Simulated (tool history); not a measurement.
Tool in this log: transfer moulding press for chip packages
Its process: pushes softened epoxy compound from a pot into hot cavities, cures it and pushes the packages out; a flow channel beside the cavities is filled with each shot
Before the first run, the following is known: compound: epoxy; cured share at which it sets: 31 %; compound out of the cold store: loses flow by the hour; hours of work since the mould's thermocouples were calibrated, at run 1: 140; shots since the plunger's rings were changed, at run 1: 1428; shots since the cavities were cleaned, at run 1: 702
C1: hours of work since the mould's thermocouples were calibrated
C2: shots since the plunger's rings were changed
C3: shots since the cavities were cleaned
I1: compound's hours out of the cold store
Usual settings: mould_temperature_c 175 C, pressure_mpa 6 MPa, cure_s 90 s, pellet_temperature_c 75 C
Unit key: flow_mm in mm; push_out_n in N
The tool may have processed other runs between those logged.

Run 1, hour 0: usual settings; C1 140; C2 1428; C3 702; I1 39.4. Result: flow_mm 870 mm, push_out_n 353 N.
Run 2, hour 8.4: usual settings; C1 145; C2 1513; C3 787; I1 41. Result: flow_mm 866 mm, push_out_n 374 N.
Run 3, hour 16.5: usual settings; C1 149; C2 1595; C3 869; I1 11.3. Result: flow_mm 944 mm, push_out_n 392 N.
Run 4, hour 24.9: usual settings; C1 154; C2 1681; C3 955; I1 37.7. Result: flow_mm 873 mm, push_out_n 381 N.
Run 5, hour 32.2: usual settings; C1 158; C2 1755; C3 1029; I1 29.6. Result: flow_mm 889 mm, push_out_n 378 N.
At hour 37.2: cavities cleaned with cleaning compound and waxed.
Run 6, hour 38.9: usual settings; C1 161; C2 1809; C3 18; I1 29.7. Result: flow_mm 895 mm, push_out_n 383 N.
Run 7, hour 44.6: usual settings; C1 164; C2 1866; C3 75; I1 24.4. Result: flow_mm 902 mm, push_out_n 384 N.
Run 8, hour 52.6: usual settings; C1 168; C2 1948; C3 157; I1 17.7. Result: flow_mm 924 mm, push_out_n 366 N.
Run 9, hour 61: usual settings; C1 173; C2 2034; C3 243; I1 14.4. Result: flow_mm 934 mm, push_out_n 380 N.
Run 10, hour 65.2: usual settings but pressure_mpa 5.43 MPa, pellet_temperature_c 69 C; C1 175; C2 2076; C3 285; I1 19.3. Result: flow_mm 871 mm, push_out_n 385 N.
Run 11, hour 69.2: usual settings but pressure_mpa 5.39 MPa, pellet_temperature_c 77 C; C1 177; C2 2117; C3 326; I1 20.8. Result: flow_mm 865 mm, push_out_n 377 N.
Run 12, hour 77.7: usual settings but mould_temperature_c 183 C, pressure_mpa 6.73 MPa, pellet_temperature_c 70 C; C1 182; C2 2203; C3 412; I1 38.1. Result: flow_mm 897 mm, push_out_n 286 N.
Run 13, hour 83.8: usual settings but mould_temperature_c 183 C, pressure_mpa 6.73 MPa, pellet_temperature_c 70 C; C1 185; C2 2266; C3 475; I1 23.5. Result: flow_mm 933 mm, push_out_n 268 N.
Run 14, hour 93.4: usual settings but pressure_mpa 6.29 MPa, cure_s 125 s, pellet_temperature_c 68 C; C1 191; C2 2363; C3 572; I1 36.7. Result: flow_mm 899 mm, push_out_n 261 N.

Estimate the outcome of run 15 from the log above:
Run 15, hour 99.9: usual settings but mould_temperature_c 172 C, cure_s 83 s; C1 194; C2 2430; C3 639; I1 27.7. Result: flow_mm ?, push_out_n ?.

flow_mm: 908 mm
push_out_n: 577 N
Were there no unlogged condition in the tool, this run, its random variation unchanged, would have produced flow_mm 909 mm, push_out_n 571 N.

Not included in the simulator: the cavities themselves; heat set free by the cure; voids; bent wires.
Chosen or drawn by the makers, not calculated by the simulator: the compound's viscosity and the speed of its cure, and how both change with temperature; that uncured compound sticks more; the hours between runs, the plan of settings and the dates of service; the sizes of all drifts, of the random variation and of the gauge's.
